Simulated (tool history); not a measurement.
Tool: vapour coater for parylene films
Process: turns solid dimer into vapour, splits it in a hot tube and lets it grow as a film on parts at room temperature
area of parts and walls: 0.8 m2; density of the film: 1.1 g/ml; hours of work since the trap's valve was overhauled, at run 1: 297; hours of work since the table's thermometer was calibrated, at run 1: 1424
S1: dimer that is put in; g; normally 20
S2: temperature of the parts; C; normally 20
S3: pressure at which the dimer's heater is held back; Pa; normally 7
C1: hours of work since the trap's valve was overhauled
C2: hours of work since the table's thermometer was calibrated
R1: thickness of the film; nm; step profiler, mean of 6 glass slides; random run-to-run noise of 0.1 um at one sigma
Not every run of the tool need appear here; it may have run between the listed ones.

run	hour	S1	S2	S3	C1	C2	R1
1	0	20	20	7	297	1424	11080
2	35.3	11	20	7	329	1455	5990
3	73.6	11	20	7	363	1489	5970
# hour 94.4: trap's valve overhauled
4	107.7	11	20	7	12	1516	6630
5	144.4	22	20	7	44	1548	13110
6	181.4	25	20	7	77	1581	14710
7	218.8	20	20	5.98	111	1615	11820
8	258.4	36	24	4	146	1650	18130
9	288.9	36	24	4	173	1677	18160
10	339.4	14	19	3.34	218	1722	8850
11	367.1	14	19	3.34	243	1747	8910
# hour 385.7: table's thermometer calibrated
12	404.3	14	19	3.34	275	17	9140
13	456.7	15	17	6.84	321	63	9740

For each entry between runs, how does the tool's hidden state at the last listed run before it compare with that at the first listed run after it?
Run 3 -> run 4: trap's valve overhauled (hour 94.4)
  vapour lost through the trap's worn valve, %: 11.6 -> 0.8; true temperature of the parts over the reading, C: 0.83 -> 0.85
  measured result minus the result with no hidden state, R1: -1040 -> -310 nm
Run 11 -> run 12: table's thermometer calibrated (hour 385.7)
  vapour lost through the trap's worn valve, %: 8.1 -> 9.1; true temperature of the parts over the reading, C: 1 -> -0.01
  measured result minus the result with no hidden state, R1: -1240 -> -910 nm
